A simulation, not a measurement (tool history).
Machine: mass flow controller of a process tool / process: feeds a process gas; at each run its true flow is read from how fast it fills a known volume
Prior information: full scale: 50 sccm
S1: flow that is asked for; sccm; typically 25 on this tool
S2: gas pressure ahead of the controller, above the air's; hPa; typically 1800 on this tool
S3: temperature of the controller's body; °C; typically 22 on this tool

{"run": 1, "hour": 0.0, "S1": 25, "S2": 1800, "S3": 22, "true flow (%)": 99.34}
{"run": 2, "hour": 164.4, "S1": 25, "S2": 1800, "S3": 22, "true flow (%)": 99.51}
{"run": 3, "hour": 268.7, "S1": 25, "S2": 1800, "S3": 22, "true flow (%)": 99.61}
{"run": 4, "hour": 466.2, "S1": 25, "S2": 2280, "S3": 22, "true flow (%)": 99.98}
{"run": 5, "hour": 692.9, "S1": 25, "S2": 2280, "S3": 22, "true flow (%)": 100.14}
{"run": 6, "hour": 861.7, "S1": 25, "S2": 2280, "S3": 22, "true flow (%)": 100.19}
{"run": 7, "hour": 1013.8, "S1": 25, "S2": 1800, "S3": 22, "true flow (%)": 99.9}
{"run": 8, "hour": 1202.2, "S1": 25, "S2": 1800, "S3": 22, "true flow (%)": 100.01}
{"run": 9, "hour": 1308.1, "S1": 25, "S2": 1800, "S3": 22, "true flow (%)": 100.17}
{"run": 10, "hour": 1533.9, "S1": 25, "S2": 1800, "S3": 22, "true flow (%)": 100.21}
{"run": 11, "hour": 1775.4, "S1": 25, "S2": 1800, "S3": 22, "true flow (%)": 100.3}
{"run": 12, "hour": 1930.6, "S1": 25, "S2": 1800, "S3": 33, "true flow (%)": 101.26}
{"run": 13, "hour": 2178.8, "S1": 25, "S2": 1800, "S3": 33, "true flow (%)": 101.48}
{"run": 14, "hour": 2317.2, "S1": 25, "S2": 1800, "S3": 33, "true flow (%)": 101.52}
{"run": 15, "hour": 2525.9, "S1": 25, "S2": 1800, "S3": 33, "true flow (%)": 101.64}
{"run": 16, "hour": 2660.1, "S1": 25, "S2": 1800, "S3": 33, "true flow (%)": 101.63}
{"run": 17, "hour": 2829.8, "S1": 25, "S2": 2130, "S3": 22, "true flow (%)": 100.92}
{"run": 18, "hour": 3051.7, "S1": 25, "S2": 1800, "S3": 26, "true flow (%)": 101.18}
{"run": 19, "hour": 3222.1, "S1": 25, "S2": 1800, "S3": 26, "true flow (%)": 101.13}
{"run": 20, "hour": 3444.6, "S1": 25, "S2": 1800, "S3": 22, "true flow (%)": 100.93}
{"run": 21, "hour": 3681.2, "S1": 25, "S2": 1800, "S3": 22, "true flow (%)": 100.98}
{"run": 22, "hour": 3823.6, "S1": 25, "S2": 1800, "S3": 22, "true flow (%)": 101.07}
{"run": 23, "hour": 4005.4, "S1": 25, "S2": 1800, "S3": 22, "true flow (%)": 101.16}
{"run": 24, "hour": 4239.7, "S1": 25, "S2": 1800, "S3": 22, "true flow (%)": 101.44}
{"run": 25, "hour": 4430.9, "S1": 7, "S2": 1780, "S3": 23, "true flow (%)": 103.72}

The next listed run, before its measurement:
{"run": 26, "hour": 4622.0, "S1": 7, "S2": 1780, "S3": 23, "true flow (%)": "?"}

Run 26 yielded true flow (%) 103.83.
Had the tool carried no hidden state, the very same run would have given true flow (%) 97.17.

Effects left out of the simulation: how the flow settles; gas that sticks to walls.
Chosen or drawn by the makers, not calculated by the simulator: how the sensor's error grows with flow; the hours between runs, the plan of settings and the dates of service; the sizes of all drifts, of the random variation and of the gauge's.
